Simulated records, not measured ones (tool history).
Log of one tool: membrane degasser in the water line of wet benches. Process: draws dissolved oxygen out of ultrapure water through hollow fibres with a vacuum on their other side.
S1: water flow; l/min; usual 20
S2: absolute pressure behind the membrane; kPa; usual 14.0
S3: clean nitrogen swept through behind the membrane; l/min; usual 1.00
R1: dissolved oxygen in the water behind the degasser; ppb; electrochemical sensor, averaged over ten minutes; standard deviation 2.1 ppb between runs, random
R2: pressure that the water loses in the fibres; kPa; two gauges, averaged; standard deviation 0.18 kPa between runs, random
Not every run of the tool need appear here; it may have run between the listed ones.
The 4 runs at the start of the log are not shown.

| run | day | S1 | S2 | S3 | R1 | R2 |
|---|---|---|---|---|---|---|
| 5 | 29.350 | 20 | 14.0 | 1.00 | 487.9 | 32.31 |
| 6 | 38.033 | 20 | 14.0 | 1.00 | 491.0 | 32.35 |
| 7 | 46.767 | 20 | 14.0 | 0.59 | 735.9 | 32.74 |
| 8 | 51.333 | 20 | 14.0 | 0.59 | 736.9 | 32.68 |
| 9 | 55.788 | 20 | 14.0 | 0.59 | 735.1 | 32.85 |
| 10 | 62.304 | 20 | 14.0 | 1.00 | 492.7 | 32.54 |
| 11 | 67.412 | 20 | 14.0 | 1.00 | 486.9 | 32.73 |
|  | 70.029 | seals of the vacuum lines changed |
|  | 73.604 | vacuum gauge calibrated |
| 12 | 74.096 | 20 | 14.0 | 1.00 | 483.3 | 32.51 |
| 13 | 80.729 | 20 | 14.0 | 1.25 | 402.2 | 32.93 |
| 14 | 84.562 | 20 | 14.0 | 1.00 | 482.6 | 32.68 |
| 15 | 91.808 | 20 | 14.0 | 1.00 | 479.0 | 32.70 |
| 16 | 99.792 | 20 | 14.0 | 1.00 | 483.4 | 32.84 |
| 17 | 107.046 | 32 | 33.2 | 1.13 | 1576.1 | 52.44 |

Run 18 comes next. What will it give?
| 18 | 115.492 | 19 | 14.0 | 1.00 | ? | ? |

For run 18 the tool returned R1 457.2 ppb, R2 31.41 kPa.
On a tool with no hidden condition, and with the same random variation, this run would have come out at R1 453.5 ppb, R2 30.70 kPa.

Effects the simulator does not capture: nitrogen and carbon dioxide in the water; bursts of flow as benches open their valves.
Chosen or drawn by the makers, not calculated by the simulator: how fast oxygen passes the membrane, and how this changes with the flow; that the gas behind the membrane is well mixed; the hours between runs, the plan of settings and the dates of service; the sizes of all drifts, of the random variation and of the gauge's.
